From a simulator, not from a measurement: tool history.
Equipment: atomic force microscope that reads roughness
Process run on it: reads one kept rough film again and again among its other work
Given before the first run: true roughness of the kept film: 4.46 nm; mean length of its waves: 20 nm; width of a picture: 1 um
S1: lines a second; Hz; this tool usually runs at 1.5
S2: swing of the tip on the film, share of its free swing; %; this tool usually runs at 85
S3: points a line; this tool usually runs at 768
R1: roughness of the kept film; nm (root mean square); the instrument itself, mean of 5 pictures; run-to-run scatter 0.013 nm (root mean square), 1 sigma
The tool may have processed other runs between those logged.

run	hour	S1	S2	S3	R1
1	0	1.5	85	768	2.656
2	45.4	1.5	85	537	2.543
3	121.3	1.5	85	768	2.419
4	195.4	1.5	85	768	3.068
5	245.7	1.5	85	768	2.932
6	321.6	1.5	85	768	2.754
7	355.8	1.5	85	768	2.667
8	405.6	1.5	61	768	2.773
9	446.8	0.6	85	768	2.651
10	511.5	1.5	85	768	2.385
11	579.9	1.5	82	768	2.917
12	650.1	1.5	82	768	2.732
13	720.2	2.89	82	768	2.422
14	773.4	2.89	82	768	2.322
15	828.3	2.89	82	768	2.223
16	885.4	2.89	82	768	2.779
17	952.1	2.89	82	768	2.599
18	1032.6	2.89	82	768	2.428
19	1066.1	1.29	85	768	2.541
20	1140.6	0.69	85	768	2.518
21	1202.9	1.5	85	366	2.931
22	1271.6	1.5	61	366	2.986
23	1328.8	2.55	85	768	2.51
24	1399.9	2.55	85	768	2.369
25	1460.9	2.55	85	768	2.254
26	1503.9	1.5	76	530	3.138
27	1559.7	1.5	56	530	3.11
28	1597.5	0.5	85	768	3
29	1643.4	1.31	57	318	2.866
30	1715.1	1.6	87	364	2.468
31	1795.8	1.6	87	364	2.308
32	1876.6	0.72	66	638	3.128
33	1912.2	1.69	81	439	2.808
34	1977	0.54	78	400	2.815
35	2046.5	1.35	85	768	2.529
36	2095.1	1.5	71	340	2.487
37	2143.9	1.5	79	759	3.093
38	2209.4	1.5	79	759	2.916
39	2253.3	2.01	60	768	2.934
40	2330.3	1.22	80	348	2.624
41	2384.2	1.22	80	348	2.521
42	2417.2	0.86	70	886	2.588
43	2464.5	1.5	76	958	3.211
44	2533.3	1.5	76	958	3.029
45	2578.4	1.5	67	577	2.924
46	2633.1	1.86	80	577	2.67
47	2686.8	0.73	89	605	2.65
48	2732.9	2.63	66	605	2.548
49	2811.9	2.63	66	605	3.077
50	2855.2	2.63	66	605	2.943

Not shown: 9 entries that the log had between the listed runs. Between which runs, and how does the tool's hidden state differ before and after?
In the gap between runs 3 and 4: new tip fitted (hour 194.8)
  radius of the tip, nm: 15.4 -> 7.2; height scale over the true one, %: 0.67 -> 0.69
  measured value less the no-hidden-state value, R1: -0.659 -> -0.001 nm (root mean square)
In the gap between runs 10 and 11: new tip fitted (hour 516.7)
  radius of the tip, nm: 16.2 -> 9.3; height scale over the true one, %: 0.79 -> 0.81
  measured value less the no-hidden-state value, R1: -0.715 -> -0.197 nm (root mean square)
In the gap between runs 15 and 16: new tip fitted (hour 838.7)
  radius of the tip, nm: 16.2 -> 8.5; height scale over the true one, %: 0.89 -> 0.9
  measured value less the no-hidden-state value, R1: -0.666 -> -0.118 nm (root mean square)
In the gap between runs 20 and 21: new tip fitted (hour 1163.4)
  radius of the tip, nm: 16 -> 8.3; height scale over the true one, %: 0.98 -> 1
  measured value less the no-hidden-state value, R1: -0.728 -> -0.095 nm (root mean square)
In the gap between runs 25 and 26: new tip fitted (hour 1488.6)
  radius of the tip, nm: 15.7 -> 7.5; height scale over the true one, %: 1.07 -> 1.08
  measured value less the no-hidden-state value, R1: -0.626 -> -0.022 nm (root mean square)
In the gap between runs 31 and 32: new tip fitted (hour 1811.4)
  radius of the tip, nm: 16.1 -> 9.3; height scale over the true one, %: 1.17 -> 1.19
  measured value less the no-hidden-state value, R1: -0.671 -> -0.208 nm (root mean square)
In the gap between runs 36 and 37: new tip fitted (hour 2132.5)
  radius of the tip, nm: 15.7 -> 8; height scale over the true one, %: 1.25 -> 1.27
  measured value less the no-hidden-state value, R1: -0.692 -> -0.065 nm (root mean square)
In the gap between runs 42 and 43: new tip fitted (hour 2454.7)
  radius of the tip, nm: 15.7 -> 7.2; height scale over the true one, %: 1.35 -> 1.36
  measured value less the no-hidden-state value, R1: -0.715 -> +0.021 nm (root mean square)
In the gap between runs 48 and 49: new tip fitted (hour 2778.1)
  radius of the tip, nm: 14.8 -> 8.4; height scale over the true one, %: 1.44 -> 1.46
  measured value less the no-hidden-state value, R1: -0.627 -> -0.103 nm (root mean square)

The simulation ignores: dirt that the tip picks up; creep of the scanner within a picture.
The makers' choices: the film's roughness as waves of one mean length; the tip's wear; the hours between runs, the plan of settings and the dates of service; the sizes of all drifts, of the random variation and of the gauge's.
